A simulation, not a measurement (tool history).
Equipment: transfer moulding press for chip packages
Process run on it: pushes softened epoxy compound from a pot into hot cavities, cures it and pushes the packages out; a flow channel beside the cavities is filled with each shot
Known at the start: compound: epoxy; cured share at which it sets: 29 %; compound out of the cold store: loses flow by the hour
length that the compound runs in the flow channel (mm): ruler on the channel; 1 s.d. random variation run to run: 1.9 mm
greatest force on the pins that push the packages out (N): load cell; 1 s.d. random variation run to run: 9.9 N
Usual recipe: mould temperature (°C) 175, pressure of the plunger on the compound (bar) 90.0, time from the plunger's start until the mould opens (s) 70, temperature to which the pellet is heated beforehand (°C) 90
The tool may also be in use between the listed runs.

| run | day | mould temperature (°C) | pressure of the plunger on the compound (bar) | time from the plunger's start until the mould opens (s) | temperature to which the pellet is heated beforehand (°C) | incoming compound's hours out of the cold store | length that the compound runs in the flow channel (mm) | greatest force on the pins that push the packages out (N) |
|---|---|---|---|---|---|---|---|---|
| 1 | 0.000 | 175 | 90.0 | 70 | 90 | 20.5 | 617 | 448 |
| 2 | 0.738 | 175 | 90.0 | 70 | 90 | 16.2 | 632 | 467 |
| 3 | 1.333 | 175 | 90.0 | 70 | 90 | 28.0 | 590 | 429 |
| 4 | 1.921 | 175 | 90.0 | 70 | 90 | 37.3 | 563 | 457 |
| 5 | 2.650 | 175 | 90.0 | 70 | 90 | 47.2 | 531 | 438 |
| 6 | 3.317 | 175 | 90.0 | 70 | 90 | 27.2 | 598 | 453 |
|  | 3.658 | cavities cleaned with cleaning compound and waxed |
| 7 | 4.021 | 171 | 90.0 | 70 | 90 | 40.5 | 556 | 501 |
| 8 | 4.717 | 178 | 90.0 | 70 | 90 | 26.0 | 595 | 412 |
| 9 | 5.392 | 175 | 90.0 | 70 | 90 | 31.3 | 579 | 437 |
| 10 | 6.129 | 175 | 90.0 | 70 | 90 | 27.2 | 594 | 462 |
| 11 | 6.692 | 175 | 90.0 | 70 | 90 | 37.4 | 557 | 439 |
| 12 | 7.504 | 175 | 90.0 | 70 | 90 | 23.4 | 609 | 475 |
| 13 | 8.029 | 175 | 90.0 | 70 | 90 | 32.0 | 578 | 443 |
|  | 8.404 | cavities cleaned with cleaning compound and waxed |
| 14 | 8.708 | 175 | 90.0 | 70 | 95 | 27.8 | 594 | 420 |
| 15 | 9.346 | 175 | 90.0 | 70 | 95 | 15.2 | 637 | 449 |
| 16 | 9.862 | 167 | 90.0 | 70 | 98 | 10.6 | 671 | 742 |
|  | 10.162 | plunger's sealing rings changed |
| 17 | 10.362 | 167 | 91.9 | 70 | 89 | 21.9 | 636 | 717 |
| 18 | 10.983 | 182 | 78.9 | 87 | 87 | 41.1 | 505 | 386 |
| 19 | 11.767 | 175 | 104.1 | 70 | 96 | 16.6 | 679 | 442 |
| 20 | 12.475 | 175 | 104.1 | 70 | 96 | 30.3 | 628 | 445 |
| 21 | 12.854 | 170 | 94.4 | 71 | 97 | 12.0 | 679 | 580 |
|  | 13.271 | cavities cleaned with cleaning compound and waxed |
| 22 | 13.475 | 182 | 69.0 | 53 | 97 | 15.5 | 547 | 495 |
| 23 | 14.108 | 182 | 69.0 | 53 | 97 | 8.5 | 566 | 528 |
| 24 | 14.500 | 175 | 84.1 | 70 | 98 | 12.8 | 627 | 449 |
| 25 | 15.121 | 173 | 90.0 | 70 | 95 | 15.3 | 640 | 497 |

Pick out some run-to-run changes in greatest force on the pins that push the packages out (N). Of each, how much would a tool without hidden state show as well, from the settings, what came in and chance, and how much is left for the hidden state and any gauge scatter not in both results compared?
Hidden state at play: true mould temperature over the reading, C; pressure that reaches the compound, % of what is set; grip of the stained cavities, % over clean ones'; drift of the gauge itself on flow_mm, %; drift of the gauge itself on push_out_n, %.
Run 13 -> 14: temperature to which the pellet is heated beforehand (°C) 90 -> 95, cavities cleaned with cleaning compound and waxed. greatest force on the pins that push the packages out (N) -23: hidden state -7, all else -16.
Run 15 -> 16: mould temperature (°C) 175 -> 167, temperature to which the pellet is heated beforehand (°C) 95 -> 98. greatest force on the pins that push the packages out (N) +293: hidden state +4, all else +289.
Run 17 -> 18: mould temperature (°C) 167 -> 182, pressure of the plunger on the compound (bar) 91.9 -> 78.9, time from the plunger's start until the mould opens (s) 70 -> 87, temperature to which the pellet is heated beforehand (°C) 89 -> 87. greatest force on the pins that push the packages out (N) -331: hidden state -3, all else -328.
Run 21 -> 22: mould temperature (°C) 170 -> 182, pressure of the plunger on the compound (bar) 94.4 -> 69.0, time from the plunger's start until the mould opens (s) 71 -> 53, cavities cleaned with cleaning compound and waxed. greatest force on the pins that push the packages out (N) -85: hidden state -9, all else -76.

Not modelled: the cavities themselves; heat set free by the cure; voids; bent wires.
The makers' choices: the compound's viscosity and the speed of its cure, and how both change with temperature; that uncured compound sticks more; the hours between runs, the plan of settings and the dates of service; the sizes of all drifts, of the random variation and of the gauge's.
